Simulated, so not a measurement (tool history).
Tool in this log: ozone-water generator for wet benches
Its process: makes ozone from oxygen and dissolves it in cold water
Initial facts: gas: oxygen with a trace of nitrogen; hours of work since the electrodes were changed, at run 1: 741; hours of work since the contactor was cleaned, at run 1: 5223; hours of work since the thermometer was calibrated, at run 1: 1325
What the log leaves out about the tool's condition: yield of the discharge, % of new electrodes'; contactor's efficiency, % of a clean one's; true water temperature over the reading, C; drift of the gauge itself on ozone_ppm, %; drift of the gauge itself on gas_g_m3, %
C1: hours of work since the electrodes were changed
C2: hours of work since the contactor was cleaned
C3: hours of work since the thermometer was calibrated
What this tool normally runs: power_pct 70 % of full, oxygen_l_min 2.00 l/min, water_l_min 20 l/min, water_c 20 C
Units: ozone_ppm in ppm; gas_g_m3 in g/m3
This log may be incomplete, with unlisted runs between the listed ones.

{"run": 1, "hour": 0.0, "power_pct": 70, "oxygen_l_min": 2.0, "water_l_min": 20, "water_c": 20, "C1": 741, "C2": 5223, "C3": 1325, "ozone_ppm": 9.7, "gas_g_m3": 193.2}
{"run": 2, "hour": 32.7, "power_pct": 70, "oxygen_l_min": 2.0, "water_l_min": 20, "water_c": 20, "C1": 771, "C2": 5253, "C3": 1355, "ozone_ppm": 9.7, "gas_g_m3": 190.4}
{"run": 3, "hour": 76.6, "power_pct": 70, "oxygen_l_min": 2.0, "water_l_min": 20, "water_c": 20, "C1": 812, "C2": 5294, "C3": 1395, "ozone_ppm": 9.8, "gas_g_m3": 189.9}
{"run": 4, "hour": 109.3, "power_pct": 70, "oxygen_l_min": 2.0, "water_l_min": 20, "water_c": 20, "C1": 842, "C2": 5324, "C3": 1425, "ozone_ppm": 10.0, "gas_g_m3": 190.6}
{"run": 5, "hour": 154.8, "power_pct": 70, "oxygen_l_min": 2.0, "water_l_min": 20, "water_c": 20, "C1": 884, "C2": 5366, "C3": 1467, "ozone_ppm": 9.8, "gas_g_m3": 189.8}
{"run": 6, "hour": 198.4, "power_pct": 70, "oxygen_l_min": 2.0, "water_l_min": 20, "water_c": 20, "C1": 924, "C2": 5406, "C3": 1507, "ozone_ppm": 9.7, "gas_g_m3": 188.7}
{"run": 7, "hour": 234.5, "power_pct": 70, "oxygen_l_min": 2.0, "water_l_min": 14, "water_c": 20, "C1": 957, "C2": 5439, "C3": 1540, "ozone_ppm": 14.4, "gas_g_m3": 190.5}
{"run": 8, "hour": 267.4, "power_pct": 70, "oxygen_l_min": 2.0, "water_l_min": 14, "water_c": 20, "C1": 987, "C2": 5469, "C3": 1571, "ozone_ppm": 14.3, "gas_g_m3": 189.3}
{"run": 9, "hour": 298.6, "power_pct": 70, "oxygen_l_min": 2.0, "water_l_min": 14, "water_c": 20, "C1": 1016, "C2": 5498, "C3": 1600, "ozone_ppm": 14.2, "gas_g_m3": 190.3}
{"run": 10, "hour": 336.9, "power_pct": 70, "oxygen_l_min": 2.0, "water_l_min": 14, "water_c": 20, "C1": 1051, "C2": 5533, "C3": 1635, "ozone_ppm": 14.4, "gas_g_m3": 189.5}
{"run": 11, "hour": 385.2, "power_pct": 70, "oxygen_l_min": 2.0, "water_l_min": 16, "water_c": 17, "C1": 1096, "C2": 5578, "C3": 1679, "ozone_ppm": 12.7, "gas_g_m3": 189.0}
{"run": 12, "hour": 408.2, "power_pct": 70, "oxygen_l_min": 2.0, "water_l_min": 16, "water_c": 17, "C1": 1117, "C2": 5599, "C3": 1700, "ozone_ppm": 12.8, "gas_g_m3": 189.9}
{"run": 13, "hour": 440.8, "power_pct": 76, "oxygen_l_min": 3.12, "water_l_min": 20, "water_c": 19, "C1": 1147, "C2": 5629, "C3": 1731, "ozone_ppm": 12.8, "gas_g_m3": 176.6}
{"run": 14, "hour": 491.4, "power_pct": 70, "oxygen_l_min": 2.0, "water_l_min": 14, "water_c": 22, "C1": 1194, "C2": 5676, "C3": 1777, "ozone_ppm": 13.9, "gas_g_m3": 189.2}
{"run": 15, "hour": 514.9, "power_pct": 70, "oxygen_l_min": 2.0, "water_l_min": 14, "water_c": 22, "C1": 1215, "C2": 5697, "C3": 1799, "ozone_ppm": 13.9, "gas_g_m3": 188.9}
{"run": 16, "hour": 540.9, "power_pct": 68, "oxygen_l_min": 2.57, "water_l_min": 16, "water_c": 20, "C1": 1239, "C2": 5721, "C3": 1823, "ozone_ppm": 13.3, "gas_g_m3": 170.0}
{"run": 17, "hour": 569.7, "power_pct": 68, "oxygen_l_min": 2.57, "water_l_min": 16, "water_c": 20, "C1": 1266, "C2": 5748, "C3": 1849, "ozone_ppm": 13.2, "gas_g_m3": 169.9}
{"run": 18, "hour": 607.2, "power_pct": 54, "oxygen_l_min": 2.34, "water_l_min": 25, "water_c": 12, "C1": 1300, "C2": 5782, "C3": 1884, "ozone_ppm": 6.7, "gas_g_m3": 145.4}
{"run": 19, "hour": 651.6, "power_pct": 54, "oxygen_l_min": 1.34, "water_l_min": 22, "water_c": 14, "C1": 1341, "C2": 5823, "C3": 1925, "ozone_ppm": 6.0, "gas_g_m3": 171.0}
{"run": 20, "hour": 678.9, "power_pct": 56, "oxygen_l_min": 1.89, "water_l_min": 20, "water_c": 13, "C1": 1366, "C2": 5848, "C3": 1950, "ozone_ppm": 8.2, "gas_g_m3": 160.1}

5 options for the next run, each taken on its own from the tool as it stands now. Forecast them:
{"run": "A", "hour": 711.2, "power_pct": 74, "oxygen_l_min": 1.89, "water_l_min": 26, "water_c": 28, "C1": 1396, "C2": 5878, "C3": 1980, "ozone_ppm": "?", "gas_g_m3": "?"}
{"run": "B", "hour": 711.2, "power_pct": 56, "oxygen_l_min": 2.3, "water_l_min": 20, "water_c": 13, "C1": 1396, "C2": 5878, "C3": 1980, "ozone_ppm": "?", "gas_g_m3": "?"}
{"run": "C", "hour": 711.2, "power_pct": 85, "oxygen_l_min": 2.49, "water_l_min": 20, "water_c": 20, "C1": 1396, "C2": 5878, "C3": 1980, "ozone_ppm": "?", "gas_g_m3": "?"}
{"run": "D", "hour": 711.2, "power_pct": 56, "oxygen_l_min": 1.88, "water_l_min": 14, "water_c": 17, "C1": 1396, "C2": 5878, "C3": 1980, "ozone_ppm": "?", "gas_g_m3": "?"}
{"run": "E", "hour": 711.2, "power_pct": 72, "oxygen_l_min": 2.0, "water_l_min": 20, "water_c": 16, "C1": 1396, "C2": 5878, "C3": 1980, "ozone_ppm": "?", "gas_g_m3": "?"}

run=A ozone_ppm=6.9 gas_g_m3=200.3
run=B ozone_ppm=9.0 gas_g_m3=149.6
run=C ozone_ppm=12.2 gas_g_m3=205.8
run=D ozone_ppm=11.8 gas_g_m3=158.1
run=E ozone_ppm=10.0 gas_g_m3=192.3
The same runs, with their run-to-run variation unchanged, on a tool lacking any hidden condition would have given:
run=A ozone_ppm=7.5 gas_g_m3=208.1
run=B ozone_ppm=9.6 gas_g_m3=154.2
run=C ozone_ppm=13.2 gas_g_m3=214.8
run=D ozone_ppm=12.5 gas_g_m3=163.0
run=E ozone_ppm=10.8 gas_g_m3=199.7
